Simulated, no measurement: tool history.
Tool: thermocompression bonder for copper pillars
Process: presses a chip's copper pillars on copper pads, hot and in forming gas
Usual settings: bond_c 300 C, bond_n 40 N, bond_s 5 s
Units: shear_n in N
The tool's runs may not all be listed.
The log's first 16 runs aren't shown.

| run | hour | bond_c | bond_n | bond_s | hours of work since the heater was calibrated | hours of work since the force cell was calibrated | hours of work since the gas filter was changed | shear_n |
|---|---|---|---|---|---|---|---|---|
| 17 | 484.9 | 300 | 37 | 5 | 174 | 284 | 70 | 63.0 |
| 18 | 517.6 | 314 | 40 | 5 | 199 | 309 | 95 | 73.1 |
| 19 | 545.1 | 300 | 40 | 5 | 221 | 331 | 116 | 63.3 |
| 20 | 571.1 | 300 | 40 | 5 | 241 | 351 | 136 | 64.9 |
| 21 | 603.8 | 300 | 40 | 5 | 266 | 376 | 162 | 64.2 |
|  | 609.1 | forming gas filter changed |
| 22 | 642.7 | 293 | 29 | 5 | 296 | 406 | 26 | 51.8 |
| 23 | 687.3 | 293 | 29 | 5 | 331 | 440 | 61 | 52.3 |
| 24 | 709.9 | 279 | 34 | 5 | 348 | 458 | 78 | 49.0 |
| 25 | 737.8 | 309 | 24 | 5 | 370 | 480 | 100 | 55.7 |
| 26 | 769.6 | 309 | 24 | 5 | 394 | 504 | 124 | 55.5 |
| 27 | 806.6 | 307 | 31 | 15 | 423 | 533 | 153 | 85.9 |
|  | 824.4 | forming gas filter changed |
| 28 | 845.0 | 312 | 29 | 3 | 452 | 562 | 16 | 52.1 |
| 29 | 872.0 | 302 | 44 | 8 | 473 | 583 | 37 | 79.2 |
| 30 | 905.5 | 302 | 44 | 8 | 499 | 609 | 63 | 78.8 |
| 31 | 928.1 | 312 | 42 | 7 | 517 | 627 | 80 | 80.7 |
| 32 | 948.9 | 300 | 31 | 3 | 533 | 643 | 96 | 47.8 |
| 33 | 967.5 | 328 | 33 | 3 | 547 | 657 | 111 | 64.3 |
| 34 | 1011.2 | 328 | 33 | 3 | 581 | 691 | 145 | 64.8 |
| 35 | 1029.7 | 328 | 33 | 3 | 596 | 705 | 159 | 64.0 |
|  | 1038.2 | forming gas filter changed |
| 36 | 1068.2 | 328 | 33 | 3 | 625 | 735 | 23 | 64.8 |
|  | 1102.1 | force cell calibrated |
| 37 | 1106.8 | 328 | 33 | 3 | 654 | 4 | 52 | 63.9 |
| 38 | 1128.2 | 328 | 33 | 3 | 671 | 20 | 69 | 64.2 |
| 39 | 1164.8 | 328 | 33 | 3 | 699 | 49 | 97 | 64.7 |

3 ways to go on from here, each from the tool as it stands after run 39. What would each give?
| A | 1187.7 | 328 | 29 | 3 | 717 | 66 | 115 | ? |
| B | 1187.7 | 288 | 28 | 6 | 717 | 66 | 115 | ? |
| C | 1187.7 | 328 | 56 | 3 | 717 | 66 | 115 | ? |

| run | shear_n |
|---|---|
| A | 60.4 |
| B | 51.6 |
| C | 80.1 |
Without the tool's hidden state the same runs would have given:
| run | shear_n |
|---|---|
| A | 60.6 |
| B | 51.7 |
| C | 80.2 |
